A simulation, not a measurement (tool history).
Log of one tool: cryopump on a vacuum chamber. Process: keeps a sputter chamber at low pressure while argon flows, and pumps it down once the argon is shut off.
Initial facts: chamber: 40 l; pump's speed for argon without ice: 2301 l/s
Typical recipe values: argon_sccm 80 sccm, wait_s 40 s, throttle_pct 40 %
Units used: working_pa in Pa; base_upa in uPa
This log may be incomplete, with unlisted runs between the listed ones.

{"run": 1, "day": 0.0, "argon_sccm": 80, "wait_s": 40, "throttle_pct": 40, "working_pa": 0.1492, "base_upa": 0.96}
{"run": 2, "day": 1.333, "argon_sccm": 80, "wait_s": 40, "throttle_pct": 40, "working_pa": 0.149, "base_upa": 1.01}
{"run": 3, "day": 2.488, "argon_sccm": 80, "wait_s": 179, "throttle_pct": 40, "working_pa": 0.1496, "base_upa": 0.5}
{"run": 4, "day": 3.742, "argon_sccm": 80, "wait_s": 179, "throttle_pct": 40, "working_pa": 0.1488, "base_upa": 0.49}
{"run": 5, "day": 4.538, "argon_sccm": 80, "wait_s": 78, "throttle_pct": 40, "working_pa": 0.15, "base_upa": 0.7}
{"run": 6, "day": 5.358, "argon_sccm": 80, "wait_s": 78, "throttle_pct": 40, "working_pa": 0.1497, "base_upa": 0.69}
{"run": 7, "day": 6.392, "argon_sccm": 80, "wait_s": 78, "throttle_pct": 40, "working_pa": 0.15, "base_upa": 0.68}
{"run": 8, "day": 7.662, "argon_sccm": 80, "wait_s": 78, "throttle_pct": 40, "working_pa": 0.1506, "base_upa": 0.65}
{"run": 9, "day": 8.846, "argon_sccm": 84, "wait_s": 78, "throttle_pct": 40, "working_pa": 0.157, "base_upa": 0.71}
{"run": 10, "day": 10.0, "argon_sccm": 84, "wait_s": 78, "throttle_pct": 40, "working_pa": 0.1576, "base_upa": 0.73}
{"run": 11, "day": 11.392, "argon_sccm": 80, "wait_s": 40, "throttle_pct": 40, "working_pa": 0.1512, "base_upa": 0.98}
{"run": 12, "day": 12.029, "argon_sccm": 80, "wait_s": 66, "throttle_pct": 40, "working_pa": 0.1519, "base_upa": 0.78}
{"run": 13, "day": 13.167, "argon_sccm": 63, "wait_s": 41, "throttle_pct": 40, "working_pa": 0.1181, "base_upa": 1}
{"run": 14, "day": 14.521, "argon_sccm": 62, "wait_s": 27, "throttle_pct": 18, "working_pa": 0.2571, "base_upa": 1.3}
{"run": 15, "day": 15.692, "argon_sccm": 62, "wait_s": 27, "throttle_pct": 18, "working_pa": 0.2578, "base_upa": 1.42}
{"run": 16, "day": 17.088, "argon_sccm": 44, "wait_s": 190, "throttle_pct": 41, "working_pa": 0.0814, "base_upa": 0.54}
{"run": 17, "day": 18.188, "argon_sccm": 44, "wait_s": 190, "throttle_pct": 41, "working_pa": 0.0825, "base_upa": 0.53}
{"run": 18, "day": 19.275, "argon_sccm": 80, "wait_s": 192, "throttle_pct": 35, "working_pa": 0.1744, "base_upa": 0.58}
{"run": 19, "day": 20.542, "argon_sccm": 80, "wait_s": 192, "throttle_pct": 35, "working_pa": 0.1741, "base_upa": 0.56}
{"run": 20, "day": 21.958, "argon_sccm": 80, "wait_s": 192, "throttle_pct": 35, "working_pa": 0.174, "base_upa": 0.56}
{"run": 21, "day": 23.1, "argon_sccm": 37, "wait_s": 26, "throttle_pct": 35, "working_pa": 0.0806, "base_upa": 1.43}

What if the next run were any one of these 4? Each begins from the tool's condition after run 21:
{"run": "A", "day": 24.125, "argon_sccm": 125, "wait_s": 77, "throttle_pct": 55, "working_pa": "?", "base_upa": "?"}
{"run": "B", "day": 24.125, "argon_sccm": 99, "wait_s": 50, "throttle_pct": 35, "working_pa": "?", "base_upa": "?"}
{"run": "C", "day": 24.125, "argon_sccm": 46, "wait_s": 35, "throttle_pct": 35, "working_pa": "?", "base_upa": "?"}
{"run": "D", "day": 24.125, "argon_sccm": 46, "wait_s": 191, "throttle_pct": 33, "working_pa": "?", "base_upa": "?"}

run=A working_pa=0.1769 base_upa=0.79
run=B working_pa=0.2164 base_upa=0.93
run=C working_pa=0.0995 base_upa=1.17
run=D working_pa=0.106 base_upa=0.55
The same runs, with their run-to-run variation unchanged, on a tool lacking any hidden condition would have given:
run=A working_pa=0.1668 base_upa=0.48
run=B working_pa=0.2084 base_upa=0.63
run=C working_pa=0.0958 base_upa=0.87
run=D working_pa=0.1023 base_upa=0.25

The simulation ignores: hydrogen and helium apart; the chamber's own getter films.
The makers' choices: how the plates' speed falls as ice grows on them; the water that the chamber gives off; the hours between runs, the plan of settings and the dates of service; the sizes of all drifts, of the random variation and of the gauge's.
